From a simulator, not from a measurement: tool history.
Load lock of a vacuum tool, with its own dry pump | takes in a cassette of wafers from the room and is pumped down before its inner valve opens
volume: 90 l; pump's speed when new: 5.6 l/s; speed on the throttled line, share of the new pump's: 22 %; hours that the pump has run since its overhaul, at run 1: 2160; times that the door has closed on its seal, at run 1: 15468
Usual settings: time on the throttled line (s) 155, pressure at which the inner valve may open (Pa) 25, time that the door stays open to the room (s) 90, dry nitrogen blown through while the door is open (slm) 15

| run | hour | time on the throttled line (s) | pressure at which the inner valve may open (Pa) | time that the door stays open to the room (s) | dry nitrogen blown through while the door is open (slm) | hours that the pump has run since its overhaul | times that the door has closed on its seal | incoming humidity of the room's air, % | time from the closed door until the inner valve may open (s) | rise of the pressure with all valves shut (Pa/min) |
|---|---|---|---|---|---|---|---|---|---|---|
| 1 | 0 | 155 | 25 | 90 | 15 | 2160 | 15468 | 49.4 | 259.2 | 0.081 |
| 2 | 394.1 | 155 | 25 | 90 | 15 | 2555 | 16961 | 44.8 | 260.7 | 0.081 |
| 3 | 810.6 | 155 | 25 | 90 | 15 | 2971 | 18538 | 42.9 | 265.4 | 0.092 |
| 4 | 1064.1 | 155 | 25 | 90 | 15 | 3225 | 19498 | 43.8 | 262.3 | 0.092 |
| 5 | 1336.1 | 155 | 25 | 90 | 15 | 3497 | 20529 | 44.2 | 266.3 | 0.106 |
| 6 | 1647.1 | 155 | 25 | 90 | 15 | 3808 | 21707 | 41.5 | 263.3 | 0.108 |
| 7 | 1986.6 | 155 | 25 | 90 | 15 | 4147 | 22993 | 46.9 | 267.4 | 0.116 |
| 8 | 2299.6 | 155 | 25 | 90 | 15 | 4460 | 24178 | 48.1 | 263.5 | 0.128 |
| 9 | 2507.5 | 155 | 25 | 90 | 15 | 4668 | 24965 | 42.8 | 269.4 | 0.126 |
| 10 | 2723.6 | 155 | 25 | 90 | 15 | 4884 | 25784 | 47.8 | 266.4 | 0.135 |
| 11 | 3088.3 | 291 | 25 | 90 | 15 | 5249 | 27165 | 43.8 | 369.8 | 0.143 |
| 12 | 3494.1 | 291 | 25 | 90 | 15 | 5655 | 28702 | 46.5 | 372.5 | 0.16 |
| 13 | 3720.7 | 265 | 25 | 90 | 15 | 5881 | 29561 | 45.1 | 353 | 0.155 |
| 14 | 4044 | 265 | 25 | 90 | 15 | 6205 | 30785 | 44.4 | 353.2 | 0.162 |
| 15 | 4313.3 | 265 | 25 | 53 | 15 | 6474 | 31805 | 45.4 | 354.8 | 0.168 |
| 16 | 4771.2 | 265 | 25 | 53 | 15 | 6932 | 33539 | 46.5 | 354.5 | 0.183 |
| 17 | 5077.7 | 155 | 25 | 90 | 15 | 7238 | 34700 | 45.9 | 274.6 | 0.2 |
| 18 | 5482.9 | 155 | 25 | 90 | 15 | 7643 | 36235 | 43.6 | 272.1 | 0.204 |
| 19 | 5761.2 | 155 | 25 | 90 | 15 | 7922 | 37289 | 45.8 | 275.3 | 0.217 |
| 20 | 6226.4 | 172 | 25 | 87 | 15 | 8387 | 39051 | 44.7 | 291.2 | 0.23 |
| 21 | 6488.1 | 172 | 48 | 87 | 45 | 8649 | 40042 | 42.9 | 274.1 | 0.234 |
| 22 | 6806.6 | 93 | 48 | 87 | 45 | 8967 | 41248 | 42.5 | 222.3 | 0.244 |
| 23 | 7164.7 | 169 | 36 | 62 | 26 | 9325 | 42605 | 41.9 | 282.9 | 0.253 |
| 24 | 7551.5 | 155 | 36 | 90 | 13 | 9712 | 44070 | 46.5 | 273.4 | 0.278 |
| 25 | 7804.5 | 155 | 35 | 90 | 13 | 9965 | 45028 | 45.5 | 273.7 | 0.29 |

The next listed run, before its measurement:
| 26 | 8219.6 | 155 | 25 | 49 | 5 | 10380 | 46600 | 43.1 | ? | ? |

time from the closed door until the inner valve may open (s): 284.6
rise of the pressure with all valves shut (Pa/min): 0.306
Without the tool's hidden state the same run would have given time from the closed door until the inner valve may open (s) 255.7, rise of the pressure with all valves shut (Pa/min) 0.021.

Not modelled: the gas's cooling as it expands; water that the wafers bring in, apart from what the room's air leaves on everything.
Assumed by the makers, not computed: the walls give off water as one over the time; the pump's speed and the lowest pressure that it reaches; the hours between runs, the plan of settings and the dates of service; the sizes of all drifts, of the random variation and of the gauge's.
